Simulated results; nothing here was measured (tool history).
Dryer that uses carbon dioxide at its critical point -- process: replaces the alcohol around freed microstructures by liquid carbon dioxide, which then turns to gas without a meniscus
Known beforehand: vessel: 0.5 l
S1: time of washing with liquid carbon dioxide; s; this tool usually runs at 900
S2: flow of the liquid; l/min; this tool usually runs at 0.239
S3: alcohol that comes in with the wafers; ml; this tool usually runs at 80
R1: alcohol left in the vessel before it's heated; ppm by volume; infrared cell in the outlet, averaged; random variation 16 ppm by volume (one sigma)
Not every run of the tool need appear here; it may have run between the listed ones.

| run | day | S1 | S2 | S3 | R1 |
|---|---|---|---|---|---|
| 1 | 0 | 900 | 0.239 | 80 | 1890 |
| 2 | 0.325 | 900 | 0.239 | 80 | 1908 |
| 3 | 0.954 | 900 | 0.239 | 80 | 1859 |
| 4 | 1.554 | 900 | 0.239 | 80 | 1974 |
| 5 | 2.088 | 900 | 0.239 | 80 | 1930 |
| 6 | 2.517 | 900 | 0.239 | 80 | 1960 |
| 7 | 2.938 | 600 | 0.239 | 80 | 8547 |
|  | 3.554 | inlet filter changed |
| 8 | 3.708 | 1320 | 0.239 | 80 | 129 |
| 9 | 4.154 | 1320 | 0.239 | 80 | 142 |
| 10 | 4.775 | 1320 | 0.239 | 80 | 131 |
| 11 | 5.533 | 900 | 0.239 | 22 | 321 |
| 12 | 6.05 | 900 | 0.239 | 22 | 322 |
| 13 | 6.417 | 900 | 0.239 | 22 | 321 |
| 14 | 7.033 | 720 | 0.246 | 54 | 1738 |
| 15 | 7.567 | 1440 | 0.203 | 115 | 313 |
| 16 | 8.221 | 1080 | 0.239 | 23 | 153 |
| 17 | 8.529 | 1080 | 0.268 | 29 | 114 |
| 18 | 9.262 | 900 | 0.209 | 22 | 620 |
| 19 | 9.729 | 900 | 0.209 | 22 | 631 |
| 20 | 10.229 | 900 | 0.173 | 22 | 1315 |
| 21 | 10.625 | 1320 | 0.222 | 59 | 179 |

Consider 5 possible next runs. They are alternatives, not a sequence: every one starts from the tool as it was left by run 21. What does each give?
| A | 11.258 | 660 | 0.222 | 22 | ? |
| B | 11.258 | 1320 | 0.222 | 24 | ? |
| C | 11.258 | 1020 | 0.222 | 35 | ? |
| D | 11.258 | 1260 | 0.23 | 80 | ? |
| E | 11.258 | 840 | 0.222 | 59 | ? |

| run | R1 |
|---|---|
| A | 1573 |
| B | 101 |
| C | 439 |
| D | 240 |
| E | 1730 |
Take away the tool's hidden state, keep each run's random variation, and the runs would have read:
| run | R1 |
|---|---|
| A | 1422 |
| B | 52 |
| C | 354 |
| D | 171 |
| E | 1534 |
